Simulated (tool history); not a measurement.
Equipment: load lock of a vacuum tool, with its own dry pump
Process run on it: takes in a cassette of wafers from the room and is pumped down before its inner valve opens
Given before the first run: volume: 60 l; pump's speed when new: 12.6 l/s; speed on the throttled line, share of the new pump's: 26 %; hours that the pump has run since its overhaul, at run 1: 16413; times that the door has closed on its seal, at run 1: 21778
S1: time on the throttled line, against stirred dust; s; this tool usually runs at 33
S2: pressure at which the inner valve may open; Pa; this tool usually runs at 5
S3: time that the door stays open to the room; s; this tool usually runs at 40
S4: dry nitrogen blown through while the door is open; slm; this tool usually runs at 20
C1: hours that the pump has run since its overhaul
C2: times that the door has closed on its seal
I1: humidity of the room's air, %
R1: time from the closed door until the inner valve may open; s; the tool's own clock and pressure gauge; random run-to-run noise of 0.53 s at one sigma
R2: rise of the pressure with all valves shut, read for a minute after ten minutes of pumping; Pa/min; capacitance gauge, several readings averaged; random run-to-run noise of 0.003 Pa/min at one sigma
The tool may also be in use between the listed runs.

{"run": 1, "hour": 0.0, "S1": 33, "S2": 5, "S3": 40, "S4": 20, "C1": 16413, "C2": 21778, "I1": 42.7, "R1": 81.9, "R2": 0.249}
{"run": 2, "hour": 188.1, "S1": 33, "S2": 5, "S3": 40, "S4": 20, "C1": 16601, "C2": 22053, "I1": 45.6, "R1": 82.3, "R2": 0.261}
{"run": 3, "hour": 360.6, "S1": 33, "S2": 5, "S3": 40, "S4": 20, "C1": 16774, "C2": 22306, "I1": 46.1, "R1": 83.5, "R2": 0.279}
{"run": 4, "hour": 619.1, "S1": 33, "S2": 5, "S3": 40, "S4": 20, "C1": 17032, "C2": 22684, "I1": 45, "R1": 81.9, "R2": 0.275}
{"run": 5, "hour": 978.7, "S1": 33, "S2": 5, "S3": 40, "S4": 20, "C1": 17392, "C2": 23210, "I1": 43.3, "R1": 82.7, "R2": 0.279}
{"run": 6, "hour": 1325.0, "S1": 33, "S2": 5, "S3": 205, "S4": 20, "C1": 17738, "C2": 23716, "I1": 42.6, "R1": 84, "R2": 0.326}
{"run": 7, "hour": 1482.6, "S1": 33, "S2": 5, "S3": 205, "S4": 20, "C1": 17896, "C2": 23947, "I1": 45.1, "R1": 84.2, "R2": 0.341}
{"run": 8, "hour": 1831.9, "S1": 33, "S2": 5, "S3": 205, "S4": 20, "C1": 18245, "C2": 24457, "I1": 47.7, "R1": 83.3, "R2": 0.34}
{"run": 9, "hour": 2006.4, "S1": 26, "S2": 8, "S3": 76, "S4": 12, "C1": 18420, "C2": 24713, "I1": 42.8, "R1": 76.4, "R2": 0.326}
{"run": 10, "hour": 2200.2, "S1": 21, "S2": 10, "S3": 130, "S4": 4, "C1": 18614, "C2": 24996, "I1": 46.5, "R1": 71.8, "R2": 0.369}
{"run": 11, "hour": 2566.3, "S1": 21, "S2": 10, "S3": 130, "S4": 4, "C1": 18980, "C2": 25531, "I1": 46.5, "R1": 72.4, "R2": 0.388}
{"run": 12, "hour": 2731.9, "S1": 33, "S2": 7, "S3": 40, "S4": 12, "C1": 19145, "C2": 25774, "I1": 40.9, "R1": 82.1, "R2": 0.333}
{"run": 13, "hour": 3088.1, "S1": 33, "S2": 5, "S3": 40, "S4": 17, "C1": 19501, "C2": 26294, "I1": 44.5, "R1": 84.7, "R2": 0.352}
{"run": 14, "hour": 3330.0, "S1": 33, "S2": 5, "S3": 40, "S4": 17, "C1": 19743, "C2": 26648, "I1": 43.4, "R1": 85.8, "R2": 0.354}

Alternative continuations, all from the tool just after run 14; predict every row:
{"run": "A", "hour": 3483.4, "S1": 37, "S2": 5, "S3": 40, "S4": 19, "C1": 19897, "C2": 26873, "I1": 45.3, "R1": "?", "R2": "?"}
{"run": "B", "hour": 3483.4, "S1": 31, "S2": 5, "S3": 40, "S4": 20, "C1": 19897, "C2": 26873, "I1": 44.1, "R1": "?", "R2": "?"}
{"run": "C", "hour": 3483.4, "S1": 33, "S2": 9, "S3": 56, "S4": 15, "C1": 19897, "C2": 26873, "I1": 47.1, "R1": "?", "R2": "?"}

run=A R1=88.6 R2=0.354
run=B R1=83.2 R2=0.354
run=C R1=81.7 R2=0.368
With the hidden condition removed and each run's random variation left untouched, the same runs would have given:
run=A R1=75.6 R2=0.018
run=B R1=70 R2=0.019
run=C R1=69.6 R2=0.032

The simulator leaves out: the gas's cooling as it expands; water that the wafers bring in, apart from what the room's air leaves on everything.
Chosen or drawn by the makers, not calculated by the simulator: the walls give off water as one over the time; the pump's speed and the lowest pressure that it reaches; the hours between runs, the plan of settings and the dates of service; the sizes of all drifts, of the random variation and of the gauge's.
